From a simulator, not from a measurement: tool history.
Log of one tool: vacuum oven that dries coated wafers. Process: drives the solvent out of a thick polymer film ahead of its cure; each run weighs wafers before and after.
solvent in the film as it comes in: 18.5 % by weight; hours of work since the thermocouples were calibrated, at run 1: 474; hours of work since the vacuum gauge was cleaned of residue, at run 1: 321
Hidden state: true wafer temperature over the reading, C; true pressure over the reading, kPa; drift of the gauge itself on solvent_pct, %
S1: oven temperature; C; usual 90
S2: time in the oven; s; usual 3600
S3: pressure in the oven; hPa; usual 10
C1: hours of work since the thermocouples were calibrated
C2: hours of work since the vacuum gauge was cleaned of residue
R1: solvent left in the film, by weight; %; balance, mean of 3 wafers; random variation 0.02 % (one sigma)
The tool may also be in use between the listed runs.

Run 1, hour 0: usual settings; C1 474; C2 321. Result: R1 0.99 %.
Run 2, hour 12: usual settings but S2 2280 s; C1 481; C2 328. Result: R1 2.35 %.
Run 3, hour 34.9: usual settings but S1 93 C; C1 494; C2 341. Result: R1 0.62 %.
Run 4, hour 49.7: usual settings but S1 93 C; C1 503; C2 350. Result: R1 0.66 %.
Run 5, hour 65.8: usual settings; C1 512; C2 359. Result: R1 1 %.
Run 6, hour 85.6: usual settings; C1 524; C2 371. Result: R1 1.01 %.
Run 7, hour 99.6: usual settings; C1 532; C2 379. Result: R1 0.99 %.
Run 8, hour 112: usual settings; C1 539; C2 386. Result: R1 0.99 %.
Run 9, hour 124.9: usual settings; C1 547; C2 394. Result: R1 1.01 %.
Run 10, hour 136.9: usual settings but S1 83 C; C1 554; C2 401. Result: R1 2.51 %.
Run 11, hour 153.1: usual settings but S1 83 C; C1 563; C2 410. Result: R1 2.53 %.
Run 12, hour 173.3: usual settings but S1 83 C; C1 575; C2 422. Result: R1 2.49 %.
Run 13, hour 192.6: usual settings but S1 83 C; C1 586; C2 433. Result: R1 2.51 %.
Run 14, hour 209.9: usual settings but S1 83 C; C1 596; C2 443. Result: R1 2.55 %.
Run 15, hour 220.4: usual settings; C1 602; C2 449. Result: R1 0.98 %.
Run 16, hour 235.9: usual settings; C1 611; C2 458. Result: R1 0.98 %.
Run 17, hour 247: usual settings; C1 618; C2 465. Result: R1 1.04 %.
Run 18, hour 264.8: usual settings but S3 37.2 hPa; C1 628; C2 475. Result: R1 1.94 %.
Run 19, hour 279.4: usual settings but S1 81 C, S3 37.2 hPa; C1 637; C2 484. Result: R1 4.33 %.
Run 20, hour 291.5: usual settings but S1 98 C; C1 644; C2 491. Result: R1 0.4 %.
Run 21, hour 312.9: usual settings but S3 11.4 hPa; C1 656; C2 503. Result: R1 1.09 %.
Run 22, hour 323.9: usual settings but S3 11.4 hPa; C1 663; C2 509. Result: R1 1.09 %.
Run 23, hour 347.7: usual settings but S3 11.4 hPa; C1 676; C2 523. Result: R1 1.12 %.
Run 24, hour 359.1: usual settings but S3 11.4 hPa; C1 683; C2 530. Result: R1 1.07 %.
Run 25, hour 372: usual settings but S1 89 C; C1 691; C2 537. Result: R1 1.24 %.
Run 26, hour 395.4: usual settings but S1 89 C; C1 704; C2 551. Result: R1 1.2 %.
Run 27, hour 406.2: usual settings but S1 89 C, S3 33.4 hPa; C1 710; C2 557. Result: R1 2.02 %.
Run 28, hour 421.3: usual settings but S1 96 C; C1 719; C2 566. Result: R1 0.47 %.
Run 29, hour 433.9: usual settings but S1 84 C, S3 15.4 hPa; C1 727; C2 573. Result: R1 2.53 %.
Run 30, hour 447.7: usual settings but S1 84 C, S3 15.4 hPa; C1 735; C2 581. Result: R1 2.54 %.
Run 31, hour 461: usual settings but S1 84 C, S3 15.4 hPa; C1 742; C2 589. Result: R1 2.48 %.
Run 32, hour 475.9: usual settings but S1 84 C, S3 15.4 hPa; C1 751; C2 598. Result: R1 2.53 %.
At hour 479: oven's thermocouples calibrated.
Run 33, hour 493.2: usual settings but S1 84 C, S3 15.4 hPa; C1 8; C2 607. Result: R1 2.57 %.
Run 34, hour 509.1: usual settings but S1 85 C, S3 33.8 hPa; C1 17; C2 616. Result: R1 3.06 %.
Run 35, hour 519.6: usual settings but S1 85 C, S2 2580 s, S3 33.8 hPa; C1 24; C2 622. Result: R1 4.39 %.
Run 36, hour 538.9: usual settings but S3 39.5 hPa; C1 35; C2 633. Result: R1 2.09 %.
Run 37, hour 553: usual settings but S1 79 C, S3 15.3 hPa; C1 43; C2 642. Result: R1 4.23 %.
Run 38, hour 566.7: usual settings but S1 86 C, S2 5760 s, S3 8.5 hPa; C1 51; C2 650. Result: R1 0.77 %.
Run 39, hour 587: usual settings but S1 80 C, S2 6060 s, S3 18.3 hPa; C1 63; C2 661. Result: R1 2.03 %.
At hour 596.6: oven's thermocouples calibrated, once more.
Run 40, hour 603: usual settings but S1 91 C, S2 6060 s, S3 5.8 hPa; C1 4; C2 670. Result: R1 0.23 %.
Run 41, hour 623.6: usual settings but S1 91 C, S2 6060 s, S3 5.8 hPa; C1 16; C2 682. Result: R1 0.29 %.
Run 42, hour 637.6: usual settings but S1 85 C, S2 4200 s, S3 14.9 hPa; C1 24; C2 690. Result: R1 1.42 %.
Run 43, hour 659.1: usual settings but S1 84 C, S2 2340 s; C1 36; C2 702. Result: R1 3.75 %.
Run 44, hour 672.2: usual settings but S2 1860 s, S3 5.1 hPa; C1 44; C2 710. Result: R1 2.81 %.
Run 45, hour 692.3: usual settings but S2 1860 s, S3 5.1 hPa; C1 56; C2 721. Result: R1 2.87 %.
Run 46, hour 705.1: usual settings but S3 5.4 hPa; C1 63; C2 729. Result: R1 0.74 %.

Measured less the same run without the tool's hidden state. The same run-to-run variation is in both; the gauge's scatter may not be:
run     R1
  1  +0.11
  2   +0.2
  3  +0.08
  4  +0.08
  5  +0.13
  6  +0.13
  7  +0.13
  8  +0.13
  9  +0.14
 10  +0.25
 11  +0.26
 12  +0.27
 13  +0.28
 14  +0.28
 15  +0.15
 16  +0.15
 17  +0.15
 18  +0.19
 19  +0.37
 20  +0.06
 21  +0.18
 22  +0.17
 23  +0.18
 24  +0.18
 25  +0.21
 26  +0.21
 27  +0.24
 28  +0.09
 29  +0.35
 30  +0.35
 31  +0.35
 32  +0.36
 33  +0.42
 34  +0.42
 35  +0.52
 36  +0.28
 37  +0.56
 38  +0.18
 39  +0.36
 40  +0.03
 41  +0.03
 42  -0.03
 43  -0.09
 44  -0.08
 45  -0.06
 46  +0.01

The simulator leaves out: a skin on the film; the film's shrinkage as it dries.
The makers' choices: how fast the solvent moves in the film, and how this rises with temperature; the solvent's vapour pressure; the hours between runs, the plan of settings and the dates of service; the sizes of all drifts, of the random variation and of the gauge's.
